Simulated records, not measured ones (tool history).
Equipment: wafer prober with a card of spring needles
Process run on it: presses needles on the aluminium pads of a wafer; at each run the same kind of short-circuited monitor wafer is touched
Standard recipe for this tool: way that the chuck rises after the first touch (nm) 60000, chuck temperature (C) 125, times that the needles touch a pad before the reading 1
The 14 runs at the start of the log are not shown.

| run | hour | way that the chuck rises after the first touch (nm) | chuck temperature (C) | times that the needles touch a pad before the reading | touches since the tips were cleaned | cleanings since the card got new needles | touches since the first contact's height was set | resistance of one needle with its contact and lead (mohm) | way that a needle slides on the pad (nm) |
|---|---|---|---|---|---|---|---|---|---|
|  | 110.7 | tips cleaned on abrasive film |
|  | 111.5 | height of the first contact set anew |
| 15 | 114.8 | 60000 | 125 | 1 | 1751 | 81 | 1527 | 281 | 16340 |
|  | 116.5 | tips cleaned on abrasive film |
|  | 121.8 | tips cleaned on abrasive film |
| 16 | 121.8 | 60000 | 125 | 1 | 0 | 83 | 4651 | 182 | 16210 |
|  | 127.2 | tips cleaned on abrasive film |
| 17 | 127.4 | 60000 | 125 | 1 | 48 | 84 | 7186 | 181 | 16070 |
|  | 132.8 | tips cleaned on abrasive film |
| 18 | 133.4 | 48000 | 45 | 1 | 246 | 85 | 9925 | 211 | 12870 |
|  | 137.9 | tips cleaned on abrasive film |
| 19 | 141.8 | 68000 | 125 | 2 | 1780 | 86 | 13766 | 219 | 18150 |
|  | 143.4 | tips cleaned on abrasive film |
|  | 148.6 | tips cleaned on abrasive film |
| 20 | 149.0 | 68000 | 125 | 2 | 192 | 88 | 17024 | 170 | 18630 |
|  | 153.7 | tips cleaned on abrasive film |
| 21 | 156.8 | 68000 | 125 | 2 | 1438 | 89 | 20596 | 209 | 18250 |
|  | 159.1 | tips cleaned on abrasive film |
|  | 164.5 | tips cleaned on abrasive film |
| 22 | 165.6 | 53000 | 90 | 1 | 501 | 91 | 24551 | 221 | 14010 |
|  | 169.9 | tips cleaned on abrasive film |
|  | 175.7 | tips cleaned on abrasive film |
| 23 | 176.6 | 55000 | 61 | 2 | 424 | 93 | 29533 | 190 | 14590 |
|  | 180.8 | tips cleaned on abrasive film |
| 24 | 181.3 | 43000 | 125 | 3 | 241 | 94 | 31676 | 198 | 11340 |
|  | 186.5 | tips cleaned on abrasive film |
| 25 | 191.0 | 50000 | 125 | 2 | 2059 | 95 | 36111 | 291 | 13330 |
|  | 192.0 | tips cleaned on abrasive film |
|  | 197.1 | tips cleaned on abrasive film |
| 26 | 197.1 | 42000 | 28 | 1 | 0 | 97 | 38859 | 192 | 10910 |
|  | 202.5 | tips cleaned on abrasive film |
| 27 | 202.5 | 42000 | 28 | 1 | 0 | 98 | 41314 | 176 | 10960 |
|  | 207.7 | tips cleaned on abrasive film |
| 28 | 212.2 | 42000 | 28 | 1 | 2107 | 99 | 45745 | 470 | 11090 |
|  | 213.3 | tips cleaned on abrasive film |
|  | 218.7 | tips cleaned on abrasive film |
| 29 | 222.2 | 45000 | 49 | 1 | 1586 | 101 | 50247 | 378 | 11570 |
|  | 223.8 | tips cleaned on abrasive film |
| 30 | 227.7 | 41000 | 84 | 1 | 1792 | 102 | 52772 | 484 | 10370 |
|  | 229.6 | tips cleaned on abrasive film |
|  | 235.0 | tips cleaned on abrasive film |
| 31 | 236.2 | 49000 | 28 | 1 | 577 | 104 | 56621 | 248 | 12700 |

Branching from run 31: 3 alternative next runs. What would each branch give?
|  | 240.9 | tips cleaned on abrasive film |
| A | 243.5 | 45000 | 47 | 2 | 1192 | 105 | 59920 | ? | ? |
|  | 240.9 | tips cleaned on abrasive film |
| B | 243.5 | 49000 | 26 | 1 | 1192 | 105 | 59920 | ? | ? |
|  | 240.9 | tips cleaned on abrasive film |
| C | 243.5 | 64000 | 57 | 2 | 1192 | 105 | 59920 | ? | ? |

| run | resistance of one needle with its contact and lead (mohm) | way that a needle slides on the pad (nm) |
|---|---|---|
| A | 273 | 11390 |
| B | 319 | 12860 |
| C | 212 | 16600 |
What these runs would have given with no unlogged condition in the tool:
| run | resistance of one needle with its contact and lead (mohm) | way that a needle slides on the pad (nm) |
|---|---|---|
| A | 153 | 12010 |
| B | 147 | 13490 |
| C | 152 | 17230 |

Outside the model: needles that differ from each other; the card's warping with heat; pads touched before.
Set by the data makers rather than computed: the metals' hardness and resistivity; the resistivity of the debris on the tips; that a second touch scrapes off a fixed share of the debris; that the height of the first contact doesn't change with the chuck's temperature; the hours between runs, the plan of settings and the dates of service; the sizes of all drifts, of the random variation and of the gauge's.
